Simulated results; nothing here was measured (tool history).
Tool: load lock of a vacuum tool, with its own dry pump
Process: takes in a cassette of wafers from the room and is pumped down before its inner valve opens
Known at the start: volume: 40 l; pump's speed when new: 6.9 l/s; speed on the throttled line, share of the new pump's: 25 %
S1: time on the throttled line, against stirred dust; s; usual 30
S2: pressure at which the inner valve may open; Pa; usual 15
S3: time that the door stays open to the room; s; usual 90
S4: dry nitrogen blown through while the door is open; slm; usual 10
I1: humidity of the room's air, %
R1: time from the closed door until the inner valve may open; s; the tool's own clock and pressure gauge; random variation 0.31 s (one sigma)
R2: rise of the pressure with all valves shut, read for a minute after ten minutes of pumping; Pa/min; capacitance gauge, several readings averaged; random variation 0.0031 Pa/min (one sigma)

run 1 hour=0.0 | S1=30 S2=15 S3=90 S4=10 | I1=46.3 | R1=73.3 R2=0.074
-- hour=158.5 dry pump taken out, an overhauled one fitted
run 2 hour=247.0 | S1=30 S2=15 S3=90 S4=10 | I1=42.1 | R1=73.3 R2=0.065
run 3 hour=402.5 | S1=30 S2=15 S3=90 S4=10 | I1=49.6 | R1=73.8 R2=0.080
run 4 hour=632.2 | S1=30 S2=15 S3=90 S4=10 | I1=44.4 | R1=73.8 R2=0.069
run 5 hour=900.2 | S1=30 S2=15 S3=90 S4=10 | I1=43.0 | R1=73.3 R2=0.069
run 6 hour=1079.9 | S1=30 S2=15 S3=90 S4=10 | I1=43.4 | R1=74.0 R2=0.076
run 7 hour=1258.6 | S1=30 S2=15 S3=90 S4=10 | I1=48.7 | R1=73.9 R2=0.082
run 8 hour=1389.4 | S1=30 S2=15 S3=90 S4=10 | I1=44.1 | R1=73.3 R2=0.074
run 9 hour=1584.8 | S1=30 S2=15 S3=90 S4=10 | I1=43.8 | R1=73.3 R2=0.075
run 10 hour=1762.8 | S1=30 S2=17 S3=90 S4=10 | I1=45.2 | R1=73.1 R2=0.073
run 11 hour=1965.4 | S1=30 S2=17 S3=90 S4=10 | I1=46.0 | R1=72.4 R2=0.077
run 12 hour=2159.8 | S1=30 S2=10 S3=90 S4=10 | I1=45.3 | R1=76.2 R2=0.073
run 13 hour=2394.7 | S1=30 S2=10 S3=90 S4=10 | I1=43.5 | R1=76.4 R2=0.071
run 14 hour=2599.1 | S1=30 S2=10 S3=90 S4=10 | I1=47.9 | R1=75.7 R2=0.082
run 15 hour=2739.3 | S1=30 S2=10 S3=90 S4=10 | I1=48.5 | R1=76.2 R2=0.081
run 16 hour=2983.4 | S1=30 S2=10 S3=90 S4=10 | I1=44.4 | R1=76.2 R2=0.068
run 17 hour=3110.6 | S1=30 S2=10 S3=90 S4=10 | I1=45.7 | R1=76.8 R2=0.074
run 18 hour=3272.3 | S1=30 S2=10 S3=90 S4=10 | I1=43.5 | R1=76.7 R2=0.073
run 19 hour=3393.0 | S1=30 S2=15 S3=90 S4=5 | I1=43.2 | R1=73.8 R2=0.082
run 20 hour=3522.2 | S1=30 S2=17 S3=90 S4=6 | I1=45.7 | R1=72.9 R2=0.084
run 21 hour=3743.3 | S1=34 S2=28 S3=29 S4=8 | I1=47.4 | R1=73.5 R2=0.044
run 22 hour=3952.9 | S1=34 S2=28 S3=29 S4=8 | I1=44.1 | R1=73.6 R2=0.032
run 23 hour=4108.7 | S1=34 S2=26 S3=29 S4=8 | I1=46.8 | R1=73.1 R2=0.033
run 24 hour=4234.6 | S1=34 S2=26 S3=29 S4=8 | I1=43.8 | R1=73.7 R2=0.033
run 25 hour=4361.5 | S1=30 S2=29 S3=45 S4=10 | I1=45.9 | R1=70.2 R2=0.042
run 26 hour=4631.7 | S1=30 S2=14 S3=90 S4=4 | I1=44.9 | R1=74.3 R2=0.084
run 27 hour=4788.5 | S1=23 S2=15 S3=218 S4=10 | I1=48.3 | R1=68.7 R2=0.154
run 28 hour=5029.7 | S1=29 S2=25 S3=142 S4=25 | I1=44.0 | R1=70.0 R2=0.078
run 29 hour=5278.6 | S1=29 S2=25 S3=151 S4=25 | I1=44.3 | R1=70.1 R2=0.075
run 30 hour=5554.5 | S1=29 S2=25 S3=151 S4=25 | I1=48.0 | R1=69.9 R2=0.087
-- hour=5624.9 door's seal changed, seat wiped
run 31 hour=5710.8 | S1=29 S2=25 S3=31 S4=19 | I1=46.5 | R1=70.1 R2=0.029
run 32 hour=5856.8 | S1=29 S2=25 S3=31 S4=19 | I1=44.4 | R1=70.2 R2=0.027
run 33 hour=6134.3 | S1=29 S2=25 S3=31 S4=19 | I1=46.3 | R1=70.1 R2=0.028
run 34 hour=6350.1 | S1=29 S2=25 S3=31 S4=19 | I1=42.5 | R1=70.2 R2=0.026

Forecast each of these 5 alternatives for the next run:
run A hour=6493.3 | S1=17 S2=15 S3=90 S4=29 | I1=46.2 | R1=? R2=?
run B hour=6493.3 | S1=29 S2=10 S3=31 S4=19 | I1=43.0 | R1=? R2=?
run C hour=6493.3 | S1=36 S2=14 S3=206 S4=10 | I1=48.7 | R1=? R2=?
run D hour=6493.3 | S1=30 S2=15 S3=90 S4=10 | I1=45.2 | R1=? R2=?
run E hour=6493.3 | S1=29 S2=11 S3=90 S4=22 | I1=47.4 | R1=? R2=?

run=A R1=64.2 R2=0.052
run=B R1=75.7 R2=0.026
run=C R1=79.0 R2=0.143
run=D R1=74.1 R2=0.076
run=E R1=75.4 R2=0.057
Without the tool's hidden state the same runs would have given:
run=A R1=64.2 R2=0.051
run=B R1=75.6 R2=0.026
run=C R1=79.0 R2=0.143
run=D R1=74.1 R2=0.076
run=E R1=75.3 R2=0.057

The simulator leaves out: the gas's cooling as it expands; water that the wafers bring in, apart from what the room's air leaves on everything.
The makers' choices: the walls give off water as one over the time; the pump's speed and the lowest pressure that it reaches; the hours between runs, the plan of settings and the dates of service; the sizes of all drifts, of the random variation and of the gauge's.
